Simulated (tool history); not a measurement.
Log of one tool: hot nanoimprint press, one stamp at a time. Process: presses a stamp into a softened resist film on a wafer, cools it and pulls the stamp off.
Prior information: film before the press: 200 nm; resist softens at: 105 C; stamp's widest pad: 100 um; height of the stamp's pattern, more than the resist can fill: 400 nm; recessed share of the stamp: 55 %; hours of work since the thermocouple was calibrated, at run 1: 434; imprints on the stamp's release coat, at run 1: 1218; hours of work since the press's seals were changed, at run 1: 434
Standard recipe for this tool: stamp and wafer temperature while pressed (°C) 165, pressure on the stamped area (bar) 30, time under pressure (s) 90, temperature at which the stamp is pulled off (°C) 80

run,hour,stamp and wafer temperature while pressed (°C),pressure on the stamped area (bar),time under pressure (s),temperature at which the stamp is pulled off (°C),hours of work since the thermocouple was calibrated,imprints on the stamp's release coat,hours of work since the press's seals were changed,resist left under the stamp's widest pad (angstrom),greatest force while the stamp is pulled off (N)
1,0,165,30,90,80,434,1218,434,961,153
# hour 32.8: stamp cleaned and given a new release coat
2,81.2,165,30,90,80,465,141,465,964,128
3,153.5,165,30,171,80,495,351,495,744,136
4,200.9,165,32.9,90,80,515,489,515,907,137
5,257.6,165,32.9,90,80,538,653,538,908,140
6,290,165,30,71,83,551,747,551,1021,137
# hour 299.6: plate thermocouple calibrated
7,335.9,165,30,71,83,15,872,569,996,140
8,385.8,176,20,103,69,36,1017,589,558,157
9,431.8,165,30,90,77,54,1150,608,912,156
10,465.1,164,40.1,90,77,68,1247,622,845,152

Below, each run's measurement less what the same run would have read without the hidden state. Both values contain the same run-to-run variation, but the gauge's scatter may not be the same in both:
Hidden state present: true temperature over the reading, C; pressure that arrives at the usual setting, %; grip of the stamp's worn release coat, % over a new coat's; drift of the gauge itself on residual_nm, %; drift of the gauge itself on pull_off_n, %.
run,resist left under the stamp's widest pad (angstrom),greatest force while the stamp is pulled off (N)
1,-75,+22
2,-81,+1
3,-75,+5
4,-86,+8
5,-92,+10
6,-99,+11
7,-133,+13
8,-82,+17
9,-135,+20
10,-130,+21
